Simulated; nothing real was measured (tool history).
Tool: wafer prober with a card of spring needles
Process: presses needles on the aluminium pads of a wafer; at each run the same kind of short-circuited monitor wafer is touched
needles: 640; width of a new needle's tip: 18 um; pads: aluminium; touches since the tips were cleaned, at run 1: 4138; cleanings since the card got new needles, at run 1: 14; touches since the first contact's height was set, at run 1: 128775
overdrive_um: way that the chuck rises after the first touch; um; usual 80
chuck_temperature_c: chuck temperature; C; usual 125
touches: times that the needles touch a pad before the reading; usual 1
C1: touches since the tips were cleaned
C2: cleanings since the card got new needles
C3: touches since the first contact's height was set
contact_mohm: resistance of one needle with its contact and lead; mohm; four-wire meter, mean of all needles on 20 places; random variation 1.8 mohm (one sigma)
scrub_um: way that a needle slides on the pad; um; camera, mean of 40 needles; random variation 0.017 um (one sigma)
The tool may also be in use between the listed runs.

run 1 day=0.000 | overdrive_um=80 chuck_temperature_c=125 touches=1 | C1=4138 C2=14 C3=128775 | contact_mohm=189 scrub_um=19.68
-- day=0.354 tips cleaned on abrasive film
run 2 day=0.600 | overdrive_um=80 chuck_temperature_c=125 touches=1 | C1=2892 C2=15 C3=135748 | contact_mohm=188 scrub_um=19.67
-- day=1.092 tips cleaned on abrasive film
run 3 day=1.504 | overdrive_um=80 chuck_temperature_c=125 touches=1 | C1=4813 C2=16 C3=146312 | contact_mohm=186 scrub_um=19.63
-- day=1.783 tips cleaned on abrasive film
-- day=2.483 tips cleaned on abrasive film
run 4 day=2.504 | overdrive_um=80 chuck_temperature_c=125 touches=1 | C1=230 C2=18 C3=157945 | contact_mohm=185 scrub_um=19.62
-- day=3.188 tips cleaned on abrasive film
run 5 day=3.379 | overdrive_um=94 chuck_temperature_c=125 touches=1 | C1=2238 C2=19 C3=168149 | contact_mohm=187 scrub_um=23.00
-- day=3.596 height of the first contact set anew
-- day=3.912 tips cleaned on abrasive film
run 6 day=4.029 | overdrive_um=94 chuck_temperature_c=125 touches=1 | C1=1409 C2=20 C3=5037 | contact_mohm=187 scrub_um=23.00
run 7 day=4.492 | overdrive_um=94 chuck_temperature_c=125 touches=2 | C1=6811 C2=20 C3=10439 | contact_mohm=185 scrub_um=22.98
-- day=4.650 tips cleaned on abrasive film
-- day=5.367 tips cleaned on abrasive film
run 8 day=5.467 | overdrive_um=80 chuck_temperature_c=125 touches=1 | C1=1183 C2=22 C3=21775 | contact_mohm=188 scrub_um=19.55
run 9 day=6.017 | overdrive_um=80 chuck_temperature_c=125 touches=1 | C1=7623 C2=22 C3=28215 | contact_mohm=191 scrub_um=19.49
-- day=6.071 tips cleaned on abrasive film
-- day=6.775 tips cleaned on abrasive film
run 10 day=6.867 | overdrive_um=80 chuck_temperature_c=125 touches=2 | C1=1083 C2=24 C3=38097 | contact_mohm=188 scrub_um=19.52
run 11 day=7.442 | overdrive_um=80 chuck_temperature_c=35 touches=2 | C1=7820 C2=24 C3=44834 | contact_mohm=171 scrub_um=19.48
-- day=7.533 tips cleaned on abrasive film
run 12 day=7.996 | overdrive_um=62 chuck_temperature_c=35 touches=2 | C1=5391 C2=25 C3=51274 | contact_mohm=176 scrub_um=15.08
-- day=8.304 tips cleaned on abrasive film
run 13 day=8.579 | overdrive_um=80 chuck_temperature_c=125 touches=1 | C1=3194 C2=26 C3=58081 | contact_mohm=190 scrub_um=19.43
-- day=9.021 tips cleaned on abrasive film
run 14 day=9.183 | overdrive_um=80 chuck_temperature_c=125 touches=1 | C1=1930 C2=27 C3=65147 | contact_mohm=183 scrub_um=19.44
run 15 day=9.608 | overdrive_um=71 chuck_temperature_c=125 touches=1 | C1=6899 C2=27 C3=70116 | contact_mohm=192 scrub_um=17.22
-- day=9.725 tips cleaned on abrasive film
run 16 day=10.283 | overdrive_um=80 chuck_temperature_c=125 touches=1 | C1=6556 C2=28 C3=77966 | contact_mohm=186 scrub_um=19.40
-- day=10.433 tips cleaned on abrasive film
run 17 day=11.021 | overdrive_um=80 chuck_temperature_c=125 touches=1 | C1=6890 C2=29 C3=86600 | contact_mohm=187 scrub_um=19.40
-- day=11.154 tips cleaned on abrasive film
run 18 day=11.692 | overdrive_um=64 chuck_temperature_c=64 touches=3 | C1=6304 C2=30 C3=94402 | contact_mohm=181 scrub_um=15.45
-- day=11.838 tips cleaned on abrasive film
-- day=12.529 tips cleaned on abrasive film
run 19 day=12.617 | overdrive_um=66 chuck_temperature_c=125 touches=2 | C1=1034 C2=32 C3=105152 | contact_mohm=194 scrub_um=15.96
-- day=13.229 tips cleaned on abrasive film
run 20 day=13.446 | overdrive_um=82 chuck_temperature_c=125 touches=2 | C1=2522 C2=33 C3=114810 | contact_mohm=187 scrub_um=19.80
-- day=13.925 tips cleaned on abrasive film
run 21 day=14.242 | overdrive_um=79 chuck_temperature_c=63 touches=2 | C1=3682 C2=34 C3=124092 | contact_mohm=177 scrub_um=19.01
-- day=14.317 gauge calibrated
-- day=14.654 tips cleaned on abrasive film
run 22 day=14.792 | overdrive_um=86 chuck_temperature_c=90 touches=2 | C1=1606 C2=35 C3=130506 | contact_mohm=177 scrub_um=21.15
run 23 day=15.225 | overdrive_um=88 chuck_temperature_c=33 touches=2 | C1=6719 C2=35 C3=135619 | contact_mohm=168 scrub_um=21.65
-- day=15.425 tips cleaned on abrasive film
run 24 day=15.650 | overdrive_um=88 chuck_temperature_c=33 touches=2 | C1=2645 C2=36 C3=140523 | contact_mohm=168 scrub_um=21.62
-- day=16.183 tips cleaned on abrasive film
run 25 day=16.392 | overdrive_um=62 chuck_temperature_c=104 touches=2 | C1=2439 C2=37 C3=149170 | contact_mohm=190 scrub_um=15.22
-- day=16.921 tips cleaned on abrasive film
run 26 day=17.017 | overdrive_um=62 chuck_temperature_c=104 touches=2 | C1=1117 C2=38 C3=156462 | contact_mohm=191 scrub_um=15.19
-- day=17.625 tips cleaned on abrasive film
run 27 day=17.883 | overdrive_um=78 chuck_temperature_c=62 touches=2 | C1=3015 C2=39 C3=166588 | contact_mohm=178 scrub_um=19.09
-- day=18.200 height of the first contact set anew
-- day=18.329 tips cleaned on abrasive film
run 28 day=18.533 | overdrive_um=78 chuck_temperature_c=62 touches=2 | C1=2425 C2=40 C3=3862 | contact_mohm=176 scrub_um=19.08
-- day=19.067 tips cleaned on abrasive film
run 29 day=19.288 | overdrive_um=78 chuck_temperature_c=79 touches=2 | C1=2606 C2=41 C3=12656 | contact_mohm=182 scrub_um=19.05
-- day=19.796 tips cleaned on abrasive film
run 30 day=19.846 | overdrive_um=76 chuck_temperature_c=90 touches=3 | C1=555 C2=42 C3=19142 | contact_mohm=184 scrub_um=18.56
run 31 day=20.321 | overdrive_um=80 chuck_temperature_c=88 touches=1 | C1=6151 C2=42 C3=24738 | contact_mohm=177 scrub_um=19.52
-- day=20.492 tips cleaned on abrasive film
run 32 day=21.117 | overdrive_um=80 chuck_temperature_c=88 touches=1 | C1=7374 C2=43 C3=34030 | contact_mohm=185 scrub_um=19.50
-- day=21.183 tips cleaned on abrasive film
run 33 day=21.696 | overdrive_um=79 chuck_temperature_c=125 touches=1 | C1=6032 C2=44 C3=40760 | contact_mohm=190 scrub_um=19.21

4 ways to go on from here, each from the tool as it stands after run 33. What would each give?
-- day=21.938 tips cleaned on abrasive film
run A day=22.438 | overdrive_um=70 chuck_temperature_c=104 touches=1 | C1=5851 C2=45 C3=49390 | contact_mohm=? scrub_um=?
-- day=21.938 tips cleaned on abrasive film
run B day=22.438 | overdrive_um=87 chuck_temperature_c=100 touches=1 | C1=5851 C2=45 C3=49390 | contact_mohm=? scrub_um=?
-- day=21.938 tips cleaned on abrasive film
run C day=22.438 | overdrive_um=77 chuck_temperature_c=125 touches=1 | C1=5851 C2=45 C3=49390 | contact_mohm=? scrub_um=?
-- day=21.938 tips cleaned on abrasive film
run D day=22.438 | overdrive_um=68 chuck_temperature_c=81 touches=1 | C1=5851 C2=45 C3=49390 | contact_mohm=? scrub_um=?

run=A contact_mohm=190 scrub_um=17.03
run=B contact_mohm=180 scrub_um=21.19
run=C contact_mohm=189 scrub_um=18.71
run=D contact_mohm=185 scrub_um=16.55
Without the tool's hidden state the same runs would have given:
run=A contact_mohm=189 scrub_um=17.24
run=B contact_mohm=179 scrub_um=21.44
run=C contact_mohm=189 scrub_um=18.94
run=D contact_mohm=184 scrub_um=16.75
